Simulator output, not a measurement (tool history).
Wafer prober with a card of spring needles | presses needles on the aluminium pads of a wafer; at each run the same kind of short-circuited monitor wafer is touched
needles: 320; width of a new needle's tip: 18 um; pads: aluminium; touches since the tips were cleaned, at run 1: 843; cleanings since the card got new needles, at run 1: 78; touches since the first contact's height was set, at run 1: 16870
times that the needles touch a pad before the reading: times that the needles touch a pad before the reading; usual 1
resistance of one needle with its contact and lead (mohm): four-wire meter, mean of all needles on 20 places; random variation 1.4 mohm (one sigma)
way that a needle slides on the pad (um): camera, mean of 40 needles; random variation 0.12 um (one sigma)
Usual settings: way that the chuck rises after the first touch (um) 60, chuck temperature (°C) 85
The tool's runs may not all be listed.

run   hour  way that the chuck rises after the first touch (um)  chuck temperature (°C)  times that the needles touch a pad before the reading  touches since the tips were cleaned  cleanings since the card got new needles  touches since the first contact's height was set  resistance of one needle with its contact and lead (mohm)  way that a needle slides on the pad (um)
  1      0                                                   60                      85                                                      1                                  843                                        78                                             16870                                                        156                                     12.62
       3.2  -- tips cleaned on abrasive film
       8.5  -- tips cleaned on abrasive film
  2   11.6                                                   60                      85                                                      1                                 1150                                        80                                             21124                                                        160                                     12.57
      14.4  -- tips cleaned on abrasive film
      19.6  -- tips cleaned on abrasive film
  3   19.7                                                   60                      85                                                      1                                   16                                        82                                             24056                                                        122                                      12.5
        25  -- tips cleaned on abrasive film
  4   25.7                                                   60                      85                                                      1                                  252                                        83                                             26271                                                        139                                     12.43
      30.5  -- tips cleaned on abrasive film
      35.5  -- tips cleaned on abrasive film
  5   37.3                                                   60                      85                                                      1                                  692                                        85                                             30546                                                        151                                     12.36
      40.9  -- tips cleaned on abrasive film
  6   43.8                                                   60                      85                                                      1                                 1084                                        86                                             32910                                                        165                                     12.43
      46.1  -- tips cleaned on abrasive film
  7     49                                                   60                      85                                                      1                                 1060                                        87                                             34814                                                        161                                     12.72
      51.2  -- tips cleaned on abrasive film
      56.6  -- tips cleaned on abrasive film
  8   56.8                                                   60                      85                                                      1                                   87                                        89                                             37664                                                        125                                     12.17
      61.9  -- tips cleaned on abrasive film
  9   64.9                                                   60                      85                                                      1                                 1118                                        90                                             40653                                                        168                                     12.49
      67.9  -- tips cleaned on abrasive film
        73  -- tips cleaned on abrasive film
 10   73.3                                                   70                      48                                                      1                                  126                                        92                                             43718                                                        120                                     14.58
      78.6  -- tips cleaned on abrasive film
 11   78.6                                                   70                      43                                                      1                                    0                                        93                                             45633                                                        119                                      14.5
      83.8  -- tips cleaned on abrasive film
      89.6  -- tips cleaned on abrasive film
 12   90.3                                                   70                      43                                                      1                                  268                                        95                                             49935                                                        123                                      14.3
      94.9  -- tips cleaned on abrasive film
 13   98.7                                                   67                      66                                                      1                                 1429                                        96                                             53041                                                        162                                     13.99
     100.8  -- tips cleaned on abrasive film
     105.8  -- tips cleaned on abrasive film
 14  105.8                                                   41                      30                                                      1                                    0                                        98                                             55609                                                        126                                      8.23
     111.4  -- tips cleaned on abrasive film
 15    112                                                   41                      30                                                      1                                  197                                        99                                             57882                                                        148                                      8.22
     116.5  -- tips cleaned on abrasive film
 16  117.4                                                   57                      82                                                      1                                  338                                       100                                             59865                                                        141                                     11.31
     122.1  -- tips cleaned on abrasive film
 17  122.4                                                   72                      63                                                      2                                  101                                       101                                             61687                                                        118                                     14.72
     127.4  -- tips cleaned on abrasive film
 18  129.7                                                   72                      63                                                      2                                  858                                       102                                             64373                                                        130                                     14.72

4 ways to go on from here, each from the tool as it stands after run 18. What would each give?
     132.6  -- tips cleaned on abrasive film
  A  136.7                                                   41                     111                                                      1                                 1527                                       103                                             66963                                                          ?                                         ?
     132.6  -- tips cleaned on abrasive film
  B  136.7                                                   72                     116                                                      2                                 1527                                       103                                             66963                                                          ?                                         ?
     132.6  -- tips cleaned on abrasive film
  C  136.7                                                   60                      53                                                      1                                 1527                                       103                                             66963                                                          ?                                         ?
     132.6  -- tips cleaned on abrasive film
  D  136.7                                                   49                      60                                                      1                                 1527                                       103                                             66963                                                          ?                                         ?

run  resistance of one needle with its contact and lead (mohm)  way that a needle slides on the pad (um)
  A                                                        249                                      8.24
  B                                                        143                                     14.86
  C                                                        176                                     12.26
  D                                                        209                                     10.06
Without the tool's hidden state the same runs would have given:
run  resistance of one needle with its contact and lead (mohm)  way that a needle slides on the pad (um)
  A                                                        127                                      8.73
  B                                                        117                                     15.35
  C                                                        113                                     12.75
  D                                                        118                                     10.55
